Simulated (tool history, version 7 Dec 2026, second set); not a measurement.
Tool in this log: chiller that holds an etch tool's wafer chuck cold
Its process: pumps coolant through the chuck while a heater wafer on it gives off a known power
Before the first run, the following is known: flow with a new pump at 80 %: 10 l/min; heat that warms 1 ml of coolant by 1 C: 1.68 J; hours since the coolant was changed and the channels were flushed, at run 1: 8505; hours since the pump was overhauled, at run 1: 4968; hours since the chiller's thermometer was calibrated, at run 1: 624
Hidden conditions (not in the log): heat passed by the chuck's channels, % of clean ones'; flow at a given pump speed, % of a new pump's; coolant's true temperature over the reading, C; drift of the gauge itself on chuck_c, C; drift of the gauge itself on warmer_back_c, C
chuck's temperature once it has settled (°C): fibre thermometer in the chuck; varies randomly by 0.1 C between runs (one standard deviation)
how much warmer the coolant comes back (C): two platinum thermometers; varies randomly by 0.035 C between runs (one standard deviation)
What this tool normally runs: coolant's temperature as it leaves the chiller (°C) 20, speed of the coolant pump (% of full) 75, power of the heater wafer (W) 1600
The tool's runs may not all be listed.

run    hour  coolant's temperature as it leaves the chiller (°C)  speed of the coolant pump (% of full)  power of the heater wafer (W)  hours since the coolant was changed and the channels were flushed  hours since the pump was overhauled  hours since the chiller's thermometer was calibrated  chuck's temperature once it has settled (°C)  how much warmer the coolant comes back (C)
  1     0.0                                                   20                                     75                           1600                                                               8505                                 4968                                                   624                                          35.8                                        6.31
  2   188.3                                                   20                                     75                           1600                                                               8693                                 5156                                                   813                                          35.9                                        6.33
  3   328.0                                                   20                                     75                           1600                                                               8833                                 5296                                                   952                                          35.8                                        6.30
  4   548.4                                                   20                                     75                           1118                                                               9053                                 5516                                                  1173                                          31.2                                        4.41
  5   670.7                                                   20                                     84                           1600                                                               9176                                 5638                                                  1295                                          34.5                                        5.68
  6   793.5                                                   17                                     84                           2292                                                               9298                                 5761                                                  1418                                          37.9                                        8.15
  7   922.8                                                   15                                     91                           1898                                                               9428                                 5890                                                  1547                                          31.3                                        6.31
  8  1049.0                                                   14                                     63                           1932                                                               9554                                 6017                                                  1673                                          36.5                                        9.07
  9  1188.6                                                   21                                     74                           1347                                                               9693                                 6156                                                  1813                                          34.8                                        5.41
 10  1406.8                                                   12                                     75                           2250                                                               9912                                 6374                                                  2031                                          34.6                                        8.94

4 options for the next run, each taken on its own from the tool as it stands now. Forecast them:
  A  1604.8                                                   12                                     61                           2250                                                              10110                                 6572                                                  2229                                             ?                                           ?
  B  1604.8                                                   15                                     75                           1600                                                              10110                                 6572                                                  2229                                             ?                                           ?
  C  1604.8                                                   25                                     75                           2250                                                              10110                                 6572                                                  2229                                             ?                                           ?
  D  1604.8                                                   21                                     86                           2250                                                              10110                                 6572                                                  2229                                             ?                                           ?

run  chuck's temperature once it has settled (°C)  how much warmer the coolant comes back (C)
  A                                          39.3                                       10.98
  B                                          31.2                                        6.35
  C                                          48.0                                        8.96
  D                                          41.5                                        7.88
With no hidden state in the tool, these same runs would have given:
run  chuck's temperature once it has settled (°C)  how much warmer the coolant comes back (C)
  A                                          34.6                                       10.47
  B                                          28.4                                        6.05
  C                                          44.0                                        8.54
  D                                          37.9                                        7.51
